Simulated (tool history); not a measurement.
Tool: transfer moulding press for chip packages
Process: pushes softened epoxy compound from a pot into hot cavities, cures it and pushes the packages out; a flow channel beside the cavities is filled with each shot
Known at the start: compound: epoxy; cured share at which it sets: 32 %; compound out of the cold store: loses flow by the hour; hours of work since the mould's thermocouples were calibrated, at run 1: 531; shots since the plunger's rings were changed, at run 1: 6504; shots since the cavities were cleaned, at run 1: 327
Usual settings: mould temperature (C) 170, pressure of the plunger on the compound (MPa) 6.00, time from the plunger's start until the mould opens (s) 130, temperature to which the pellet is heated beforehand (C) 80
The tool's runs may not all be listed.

run	day	mould temperature (C)	pressure of the plunger on the compound (MPa)	time from the plunger's start until the mould opens (s)	temperature to which the pellet is heated beforehand (C)	hours of work since the mould's thermocouples were calibrated	shots since the plunger's rings were changed	shots since the cavities were cleaned	incoming compound's hours out of the cold store	length that the compound runs in the flow channel (mm)	greatest force on the pins that push the packages out (N)
1	0.000	170	6.00	130	80	531	6504	327	9.6	898	488
# day 2.004: plunger's sealing rings changed
2	2.062	170	6.00	130	80	565	15	857	32.6	946	561
# day 2.638: cavities cleaned with cleaning compound and waxed
3	3.575	170	6.00	114	80	590	408	254	47.1	900	527
4	5.004	170	6.00	130	80	615	794	640	40.3	905	505
# day 6.412: cavities cleaned with cleaning compound and waxed
5	7.133	170	6.00	130	80	651	1353	195	44.9	884	431
6	8.538	170	6.00	130	80	675	1733	575	39.4	893	491
# day 10.208: cavities cleaned with cleaning compound and waxed
7	10.304	170	6.00	130	80	705	2194	25	21.9	936	364
8	12.158	170	6.00	130	80	737	2697	528	15.3	948	522
9	13.350	170	6.00	130	84	758	3019	850	39.2	886	547
# day 14.017: cavities cleaned with cleaning compound and waxed
10	14.825	170	6.00	127	80	783	3402	219	29.3	895	471
# day 16.017: mould's thermocouples calibrated
11	16.254	170	6.00	127	80	4	3766	583	17.0	922	514
12	17.333	170	6.00	127	80	23	4058	875	45.7	837	517
# day 17.854: cavities cleaned with cleaning compound and waxed
13	19.329	170	6.00	127	80	57	4581	399	23.3	884	490
14	20.508	171	6.00	130	80	77	4900	718	27.8	868	532
# day 21.725: cavities cleaned with cleaning compound and waxed
15	22.371	170	5.33	156	80	109	5387	174	11.8	846	398
16	23.875	170	5.33	156	80	135	5795	582	42.6	772	481
17	24.800	169	5.33	156	81	151	6045	832	47.4	764	519
# day 25.479: cavities cleaned with cleaning compound and waxed
18	26.929	169	5.33	156	82	187	6604	393	45.3	754	464
19	27.862	169	5.33	156	82	203	6856	645	38.5	770	496
# day 28.433: plunger's sealing rings changed
20	29.175	170	5.19	130	80	224	201	973	34.7	878	565
# day 29.425: cavities cleaned with cleaning compound and waxed
21	30.725	170	5.19	130	80	250	603	352	32.4	873	476
22	32.342	163	5.61	147	87	278	1040	789	12.8	972	630
# day 33.158: cavities cleaned with cleaning compound and waxed
23	33.317	163	6.44	128	87	294	1288	43	23.9	1018	497
24	35.096	167	6.00	168	80	325	1770	525	26.7	938	479
25	36.446	165	6.45	151	86	349	2135	890	41.8	940	532
# day 36.933: cavities cleaned with cleaning compound and waxed
26	38.638	164	6.45	151	83	386	2711	461	19.8	1002	541
27	40.496	164	6.45	155	83	419	3213	963	43.7	908	555

The same runs without the tool's hidden state, with the same run-to-run variation:
The hidden state here: true mould temperature over the reading, C; pressure that reaches the compound, % of what is set; grip of the stained cavities, % over clean ones'; drift of the gauge itself on flow_mm, %; drift of the gauge itself on push_out_n, %.
run	length that the compound runs in the flow channel (mm)	greatest force on the pins that push the packages out (N)
1	1018	345
2	945	345
3	905	386
4	917	321
5	904	336
6	920	317
7	972	329
8	993	340
9	934	336
10	950	355
11	993	344
12	907	326
13	967	344
14	955	346
15	942	316
16	865	318
17	860	328
18	859	329
19	882	325
20	882	351
21	882	345
22	989	399
23	1040	458
24	966	322
25	974	330
26	1050	367
27	961	341
